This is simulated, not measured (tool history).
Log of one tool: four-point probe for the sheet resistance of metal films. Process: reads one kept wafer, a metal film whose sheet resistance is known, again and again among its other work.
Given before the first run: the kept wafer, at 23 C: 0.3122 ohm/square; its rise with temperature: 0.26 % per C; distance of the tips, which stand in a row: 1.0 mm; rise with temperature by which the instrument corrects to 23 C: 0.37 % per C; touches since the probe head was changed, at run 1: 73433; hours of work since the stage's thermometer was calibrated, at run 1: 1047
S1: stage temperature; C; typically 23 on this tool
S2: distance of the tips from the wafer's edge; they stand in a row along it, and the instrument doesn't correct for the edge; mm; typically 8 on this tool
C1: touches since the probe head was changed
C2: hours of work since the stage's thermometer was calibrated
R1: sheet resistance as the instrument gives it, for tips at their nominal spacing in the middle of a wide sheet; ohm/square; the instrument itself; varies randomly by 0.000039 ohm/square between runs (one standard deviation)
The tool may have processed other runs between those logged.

{"run": 1, "day": 0.0, "S1": 23, "S2": 8, "C1": 73433, "C2": 1047, "R1": 0.314065}
{"run": 2, "day": 2.392, "S1": 23, "S2": 8, "C1": 75557, "C2": 1083, "R1": 0.314122}
{"run": 3, "day": 3.929, "S1": 25, "S2": 8, "C1": 76923, "C2": 1106, "R1": 0.313432}
{"run": 4, "day": 5.871, "S1": 28, "S2": 8, "C1": 78647, "C2": 1135, "R1": 0.31226}
{"run": 5, "day": 9.258, "S1": 28, "S2": 8, "C1": 81657, "C2": 1186, "R1": 0.312291}
{"run": 6, "day": 11.825, "S1": 28, "S2": 8, "C1": 83940, "C2": 1225, "R1": 0.312271}
{"day": 12.146, "done": "stage's thermometer calibrated"}
{"run": 7, "day": 14.146, "S1": 28, "S2": 8, "C1": 85982, "C2": 30, "R1": 0.312269}
{"run": 8, "day": 15.746, "S1": 19, "S2": 8, "C1": 87403, "C2": 54, "R1": 0.315473}
{"run": 9, "day": 18.883, "S1": 34, "S2": 8, "C1": 90189, "C2": 101, "R1": 0.310218}
{"run": 10, "day": 21.058, "S1": 34, "S2": 8, "C1": 92124, "C2": 134, "R1": 0.310221}
{"run": 11, "day": 23.217, "S1": 18, "S2": 8, "C1": 94039, "C2": 166, "R1": 0.315939}
{"run": 12, "day": 25.333, "S1": 31, "S2": 73, "C1": 95923, "C2": 198, "R1": 0.308666}
{"day": 26.988, "done": "stage's thermometer calibrated, once more"}
{"run": 13, "day": 28.088, "S1": 24, "S2": 50, "C1": 98350, "C2": 17, "R1": 0.310759}
{"run": 14, "day": 31.054, "S1": 24, "S2": 50, "C1": 100986, "C2": 61, "R1": 0.310777}
{"run": 15, "day": 32.554, "S1": 24, "S2": 50, "C1": 102319, "C2": 84, "R1": 0.310691}

Estimate the outcome of run 16 from the log above:
{"run": 16, "day": 34.179, "S1": 23, "S2": 8, "C1": 103761, "C2": 108, "R1": "?"}

{"run 16": {"R1": 0.313602}}
If the tool had no hidden condition, the same run with the same run-to-run variation would have returned R1 0.314825 ohm/square.
